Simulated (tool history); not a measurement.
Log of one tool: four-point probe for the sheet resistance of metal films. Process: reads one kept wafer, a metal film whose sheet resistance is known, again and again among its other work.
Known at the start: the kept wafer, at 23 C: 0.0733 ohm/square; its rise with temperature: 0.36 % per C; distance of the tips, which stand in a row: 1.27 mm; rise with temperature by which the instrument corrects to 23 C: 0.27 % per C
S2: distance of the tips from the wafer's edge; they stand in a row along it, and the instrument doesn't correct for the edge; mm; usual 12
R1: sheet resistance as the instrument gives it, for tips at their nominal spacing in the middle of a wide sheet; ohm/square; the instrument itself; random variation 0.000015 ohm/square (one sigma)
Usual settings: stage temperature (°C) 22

Run 1, day 0: usual settings. Result: R1 0.073664 ohm/square.
Run 2, day 1.775: usual settings but stage temperature (°C) 34. Result: R1 0.074469 ohm/square.
Run 3, day 3.771: usual settings but stage temperature (°C) 34. Result: R1 0.074498 ohm/square.
Run 4, day 5.842: usual settings but stage temperature (°C) 34. Result: R1 0.07451 ohm/square.
Run 5, day 6.95: usual settings but stage temperature (°C) 34. Result: R1 0.074504 ohm/square.
Run 6, day 8: usual settings but stage temperature (°C) 18. Result: R1 0.073447 ohm/square.
Run 7, day 10.129: usual settings but stage temperature (°C) 18, S2 7 mm. Result: R1 0.074291 ohm/square.
Run 8, day 12.279: usual settings but stage temperature (°C) 18, S2 7 mm. Result: R1 0.074343 ohm/square.
Run 9, day 13.429: usual settings but stage temperature (°C) 18, S2 7 mm. Result: R1 0.074344 ohm/square.
Run 10, day 15.646: usual settings but stage temperature (°C) 18, S2 35 mm. Result: R1 0.073137 ohm/square.
Run 11, day 16.879: usual settings but S2 4 mm. Result: R1 0.077122 ohm/square.
Run 12, day 19.146: usual settings but S2 10 mm. Result: R1 0.074042 ohm/square.
Run 13, day 20.692: usual settings but S2 10 mm. Result: R1 0.074033 ohm/square.
Run 14, day 22.042: usual settings. Result: R1 0.073871 ohm/square.
Run 15, day 23.429: usual settings. Result: R1 0.073864 ohm/square.
Run 16, day 24.583: usual settings. Result: R1 0.073882 ohm/square.
Run 17, day 25.967: usual settings but stage temperature (°C) 25. Result: R1 0.074122 ohm/square.
Run 18, day 28.2: usual settings but stage temperature (°C) 25. Result: R1 0.074125 ohm/square.
Run 19, day 30.458: usual settings. Result: R1 0.073952 ohm/square.
Run 20, day 32.725: usual settings. Result: R1 0.073994 ohm/square.
Run 21, day 34.154: usual settings but S2 26 mm. Result: R1 0.073649 ohm/square.
Run 22, day 36.725: usual settings but stage temperature (°C) 26. Result: R1 0.074255 ohm/square.
Run 23, day 38.979: usual settings but stage temperature (°C) 26. Result: R1 0.074322 ohm/square.
Run 24, day 41.038: usual settings but stage temperature (°C) 28. Result: R1 0.074454 ohm/square.
Run 25, day 43.129: usual settings but stage temperature (°C) 29, S2 13 mm. Result: R1 0.074476 ohm/square.
Run 26, day 44.75: usual settings but stage temperature (°C) 28. Result: R1 0.074508 ohm/square.
Run 27, day 46.875: usual settings but stage temperature (°C) 28. Result: R1 0.074513 ohm/square.
Run 28, day 48.779: usual settings but stage temperature (°C) 28. Result: R1 0.074523 ohm/square.
Run 29, day 50.154: usual settings but S2 14 mm. Result: R1 0.074009 ohm/square.
Run 30, day 52.55: usual settings but stage temperature (°C) 20, S2 7 mm. Result: R1 0.074905 ohm/square.
Run 31, day 54.121: usual settings but stage temperature (°C) 18, S2 8 mm. Result: R1 0.074455 ohm/square.
Run 32, day 56.079: usual settings but stage temperature (°C) 18, S2 8 mm. Result: R1 0.074477 ohm/square.
Run 33, day 58: usual settings but stage temperature (°C) 18, S2 7 mm. Result: R1 0.074769 ohm/square.
Run 34, day 59.596: usual settings but stage temperature (°C) 29, S2 28 mm. Result: R1 0.074331 ohm/square.
Run 35, day 61.3: usual settings but S2 18 mm. Result: R1 0.073971 ohm/square.
Run 36, day 62.796: usual settings but stage temperature (°C) 27, S2 4 mm. Result: R1 0.077942 ohm/square.
Run 37, day 65.333: usual settings but stage temperature (°C) 27, S2 4 mm. Result: R1 0.077998 ohm/square.
Run 38, day 67.292: usual settings but stage temperature (°C) 27, S2 4 mm. Result: R1 0.077988 ohm/square.
Run 39, day 68.692: usual settings but stage temperature (°C) 30, S2 29 mm. Result: R1 0.074485 ohm/square.
Run 40, day 69.942: usual settings but stage temperature (°C) 30, S2 29 mm. Result: R1 0.074501 ohm/square.
Run 41, day 71.45: usual settings but stage temperature (°C) 19, S2 8 mm. Result: R1 0.074675 ohm/square.
Run 42, day 73.096: usual settings but stage temperature (°C) 19, S2 8 mm. Result: R1 0.074691 ohm/square.
Run 43, day 75.054: usual settings but stage temperature (°C) 19, S2 8 mm. Result: R1 0.074688 ohm/square.
Run 44, day 77.325: usual settings but stage temperature (°C) 19, S2 8 mm. Result: R1 0.074736 ohm/square.
Run 45, day 79.8: usual settings but stage temperature (°C) 34, S2 8 mm. Result: R1 0.075783 ohm/square.
At day 81.508: new probe head fitted.
Run 46, day 81.554: usual settings but stage temperature (°C) 34, S2 8 mm. Result: R1 0.075286 ohm/square.

3 ways to go on from here, each from the tool as it stands after run 46. What would each give?
Run A, day 82.679: usual settings but stage temperature (°C) 25, S2 6 mm. Result: R1 ?.
Run B, day 82.679: usual settings but stage temperature (°C) 35, S2 8 mm. Result: R1 ?.
Run C, day 82.679: usual settings. Result: R1 ?.

run        R1
  A  0.075458
  B  0.075336
  C  0.073961
Without the tool's hidden state the same runs would have given:
run        R1
  A  0.075176
  B   0.07506
  C  0.073683

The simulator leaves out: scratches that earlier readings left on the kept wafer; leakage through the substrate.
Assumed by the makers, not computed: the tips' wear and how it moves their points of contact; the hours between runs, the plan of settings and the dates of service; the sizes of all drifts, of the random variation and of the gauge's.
